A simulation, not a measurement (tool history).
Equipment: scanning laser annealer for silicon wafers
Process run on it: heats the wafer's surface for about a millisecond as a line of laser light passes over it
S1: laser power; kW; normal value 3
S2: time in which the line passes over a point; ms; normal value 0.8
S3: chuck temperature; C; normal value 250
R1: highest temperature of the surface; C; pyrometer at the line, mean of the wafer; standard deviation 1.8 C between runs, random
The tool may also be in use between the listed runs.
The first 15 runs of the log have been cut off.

{"run": 16, "day": 12.446, "S1": 3, "S2": 0.8, "S3": 250, "R1": 974}
{"day": 13.542, "done": "optics aligned, line set to its width, once more"}
{"run": 17, "day": 13.633, "S1": 3.101, "S2": 0.8, "S3": 220, "R1": 982}
{"run": 18, "day": 14.4, "S1": 3.101, "S2": 0.8, "S3": 220, "R1": 980}
{"run": 19, "day": 15.183, "S1": 3.101, "S2": 0.8, "S3": 220, "R1": 979}
{"run": 20, "day": 15.829, "S1": 3.075, "S2": 0.692, "S3": 252, "R1": 950}
{"run": 21, "day": 16.692, "S1": 3, "S2": 0.584, "S3": 286, "R1": 907}
{"run": 22, "day": 17.492, "S1": 3, "S2": 0.625, "S3": 286, "R1": 931}
{"run": 23, "day": 18.404, "S1": 3, "S2": 0.654, "S3": 250, "R1": 907}
{"run": 24, "day": 19.35, "S1": 3.01, "S2": 0.906, "S3": 284, "R1": 1062}
{"run": 25, "day": 20.225, "S1": 3.164, "S2": 0.65, "S3": 284, "R1": 978}
{"run": 26, "day": 20.725, "S1": 2.761, "S2": 0.86, "S3": 259, "R1": 948}
{"run": 27, "day": 21.296, "S1": 3.214, "S2": 0.86, "S3": 276, "R1": 1089}
{"run": 28, "day": 22.025, "S1": 3.003, "S2": 0.756, "S3": 250, "R1": 955}

What will run 29 give?
{"run": 29, "day": 22.588, "S1": 2.983, "S2": 0.731, "S3": 250, "R1": "?"}

For run 29 the tool returned R1 941 C.
If the tool had no hidden condition, the same run with the same run-to-run variation would have returned R1 958 C.
